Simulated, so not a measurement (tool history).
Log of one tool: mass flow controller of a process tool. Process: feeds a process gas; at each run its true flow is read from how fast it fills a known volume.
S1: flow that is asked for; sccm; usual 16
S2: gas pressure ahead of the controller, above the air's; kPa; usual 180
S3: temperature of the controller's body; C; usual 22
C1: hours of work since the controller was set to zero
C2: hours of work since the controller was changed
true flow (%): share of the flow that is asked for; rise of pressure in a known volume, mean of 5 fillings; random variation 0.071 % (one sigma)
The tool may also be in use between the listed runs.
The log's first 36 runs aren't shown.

{"run": 37, "day": 171.871, "S1": 4, "S2": 272, "S3": 37, "C1": 2146, "C2": 6621, "true flow (%)": 90.48}
{"run": 38, "day": 175.608, "S1": 4, "S2": 272, "S3": 37, "C1": 2207, "C2": 6681, "true flow (%)": 90.4}
{"run": 39, "day": 182.383, "S1": 4, "S2": 272, "S3": 37, "C1": 2316, "C2": 6791, "true flow (%)": 90.23}
{"run": 40, "day": 189.008, "S1": 2, "S2": 184, "S3": 26, "C1": 2423, "C2": 6898, "true flow (%)": 87.51}
{"run": 41, "day": 192.146, "S1": 13, "S2": 180, "S3": 22, "C1": 2474, "C2": 6948, "true flow (%)": 95.41}
{"run": 42, "day": 196.033, "S1": 15, "S2": 209, "S3": 33, "C1": 2536, "C2": 7011, "true flow (%)": 94.72}
{"run": 43, "day": 202.567, "S1": 6, "S2": 157, "S3": 31, "C1": 2642, "C2": 7116, "true flow (%)": 92.24}
{"run": 44, "day": 208.938, "S1": 6, "S2": 157, "S3": 31, "C1": 2744, "C2": 7219, "true flow (%)": 92.19}

4 ways to go on from here, each from the tool as it stands after run 44. What would each give?
{"run": "A", "day": 214.888, "S1": 11, "S2": 180, "S3": 22, "C1": 2840, "C2": 7315, "true flow (%)": "?"}
{"run": "B", "day": 214.888, "S1": 16, "S2": 277, "S3": 22, "C1": 2840, "C2": 7315, "true flow (%)": "?"}
{"run": "C", "day": 214.888, "S1": 16, "S2": 180, "S3": 29, "C1": 2840, "C2": 7315, "true flow (%)": "?"}
{"run": "D", "day": 214.888, "S1": 6, "S2": 230, "S3": 31, "C1": 2840, "C2": 7315, "true flow (%)": "?"}

run=A true_flow_(%)=94.7
run=B true_flow_(%)=95.43
run=C true_flow_(%)=95.25
run=D true_flow_(%)=91.68
Without the tool's hidden state the same runs would have given:
run=A true_flow_(%)=99.21
run=B true_flow_(%)=99.46
run=C true_flow_(%)=99.28
run=D true_flow_(%)=97.46
